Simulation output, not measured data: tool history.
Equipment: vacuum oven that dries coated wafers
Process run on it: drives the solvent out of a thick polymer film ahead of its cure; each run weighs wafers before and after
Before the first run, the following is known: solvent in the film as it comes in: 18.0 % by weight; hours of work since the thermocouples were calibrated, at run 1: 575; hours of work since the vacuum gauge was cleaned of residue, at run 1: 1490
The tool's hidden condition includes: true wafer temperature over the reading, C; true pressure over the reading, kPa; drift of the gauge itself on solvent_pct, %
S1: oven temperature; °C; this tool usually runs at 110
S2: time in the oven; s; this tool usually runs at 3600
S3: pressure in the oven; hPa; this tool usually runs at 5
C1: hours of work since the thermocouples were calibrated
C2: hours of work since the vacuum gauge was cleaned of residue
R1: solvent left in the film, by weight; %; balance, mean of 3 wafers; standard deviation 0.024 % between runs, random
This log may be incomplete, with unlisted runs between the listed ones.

run	hour	S1	S2	S3	C1	C2	R1
1	0	110	3600	5	575	1490	1.38
2	35	110	5340	5	598	1512	0.72
3	94.2	110	3600	12.01	636	1550	1.61
4	160.5	110	3600	12.01	678	1593	1.58
5	202.1	110	3600	5	705	1620	1.35
6	236	110	3600	5	727	1641	1.33
7	282.8	110	3600	5	757	1672	1.34
8	354.2	110	3600	5	803	1717	1.32
9	430.7	110	3600	5	852	1766	1.28
10	507.7	124	3600	5	901	1816	0.42
11	543.3	124	3600	5	924	1839	0.45
# hour 586.7: oven's thermocouples calibrated
12	607.7	110	3600	9.84	14	1879	1.75
13	639.8	110	3000	5	34	1899	2.13
14	682.4	120	3600	5	61	1927	0.66
15	740	121	3600	5	98	1964	0.6
16	793.8	121	3600	5	133	1998	0.6
17	846.1	121	3600	5	167	2032	0.66
# hour 850.9: vacuum gauge cleaned of residue and calibrated
18	879.7	121	3600	11.55	187	19	0.95
19	955.8	121	3600	11.55	236	67	0.97
20	1028.1	110	3600	5	282	114	1.7
# hour 1035.1: vacuum gauge cleaned of residue and calibrated, once more
21	1079.1	110	6300	5	314	28	0.36
22	1149.2	110	3600	2.97	359	73	1.16
23	1198.2	110	3600	2.97	391	105	1.12
24	1274.7	110	3600	2.97	440	154	1.12
25	1332.5	110	3600	4.19	477	191	1.18
26	1371.7	110	3600	4.19	502	216	1.16
27	1406	96	6420	5	524	238	1.42
28	1459.6	96	6420	5	559	273	1.38
29	1493.2	102	3600	5	580	294	2.33
30	1535.7	102	3600	6.15	607	321	2.38
31	1599.5	102	3600	6.15	648	362	2.41
32	1668.9	102	3600	6.15	693	407	2.4
33	1703.7	98	2700	6.15	715	429	4.55
34	1740.5	111	2700	6.15	739	453	2
35	1772.3	111	2700	6.15	759	473	1.98
36	1822.2	111	2700	4.83	791	505	1.96
37	1868	122	4620	8.57	821	535	0.33
38	1945.6	122	4620	8.57	871	585	0.31
39	2004.4	97	2160	3.85	908	622	5.81
40	2038.7	109	3600	4.07	930	644	1.28
# hour 2073.9: oven's thermocouples calibrated
41	2097.1	109	3600	4.07	15	681	1.45
42	2172.1	103	3600	4.49	63	729	2.41
43	2217.1	103	3600	4.49	92	758	2.35
44	2252.5	110	1920	7.66	115	780	3.98
45	2305.2	110	3180	7.66	148	814	1.82
46	2342.8	110	3600	5.1	173	838	1.37
47	2412.3	106	3240	3.06	217	883	2.26

Measured minus without-hidden-state, run by run (identical run-to-run variation in each term; gauge scatter may differ):
run	R1
1	+0.07
2	+0.16
3	+0.05
4	+0.05
5	+0.05
6	+0.05
7	+0.05
8	+0.04
9	+0.03
10	+0.1
11	+0.1
12	+0.29
13	+0.28
14	+0.2
15	+0.2
16	+0.2
17	+0.2
18	+0.31
19	+0.31
20	+0.41
21	-0.01
22	-0.05
23	-0.05
24	-0.05
25	-0.06
26	-0.06
27	-0.05
28	-0.06
29	-0.12
30	-0.13
31	-0.14
32	-0.16
33	-0.23
34	-0.15
35	-0.15
36	-0.17
37	+0.02
38	+0.02
39	-0.3
40	-0.12
41	+0.1
42	+0.12
43	+0.1
44	+0.06
45	+0.08
46	+0.08
47	+0.07
